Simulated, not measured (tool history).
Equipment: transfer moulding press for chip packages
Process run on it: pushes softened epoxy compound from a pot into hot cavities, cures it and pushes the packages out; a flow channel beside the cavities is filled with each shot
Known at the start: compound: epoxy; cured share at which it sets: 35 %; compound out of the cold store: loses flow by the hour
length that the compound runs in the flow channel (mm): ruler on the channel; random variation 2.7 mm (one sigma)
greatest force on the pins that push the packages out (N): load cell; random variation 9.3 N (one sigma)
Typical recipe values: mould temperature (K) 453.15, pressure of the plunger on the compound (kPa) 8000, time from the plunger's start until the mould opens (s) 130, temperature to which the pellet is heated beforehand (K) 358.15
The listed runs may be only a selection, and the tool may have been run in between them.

run,hour,mould temperature (K),pressure of the plunger on the compound (kPa),time from the plunger's start until the mould opens (s),temperature to which the pellet is heated beforehand (K),incoming compound's hours out of the cold store,length that the compound runs in the flow channel (mm),greatest force on the pins that push the packages out (N)
1,0,453.15,8000,130,358.15,8.8,893,466
2,16.3,453.15,8000,130,366.15,15.5,875,506
3,23.2,450.15,8000,130,358.15,37.2,826,660
4,38.8,450.15,8000,130,355.15,9.4,898,760
5,50.9,453.15,8000,130,358.15,22.3,851,652
6,62.4,453.15,8000,131,358.15,47.6,789,662
7,76.4,453.15,8000,130,358.15,46.3,786,684
8,87.2,451.15,8000,130,358.15,32.3,834,808
9,98.9,453.15,8000,130,358.15,44.7,795,701
10,114.4,453.15,8000,130,358.15,11.1,874,799
11,124.8,453.15,8000,130,361.15,28.6,824,821
# hour 132.9: cavities cleaned with cleaning compound and waxed
12,134,453.15,8000,130,361.15,29.7,828,887
13,141.8,453.15,8000,130,361.15,33.3,816,942
14,157.3,453.15,8000,130,361.15,35.8,808,883
15,170.1,453.15,8000,130,361.15,45.2,783,900

The next listed run, before its measurement:
# hour 174.9: cavities cleaned with cleaning compound and waxed, once more
16,183.3,457.15,8000,150,358.15,44.1,?,?

length that the compound runs in the flow channel (mm): 776
greatest force on the pins that push the packages out (N): 346
Had the tool carried no hidden state, the very same run would have given length that the compound runs in the flow channel (mm) 799, greatest force on the pins that push the packages out (N) 313.
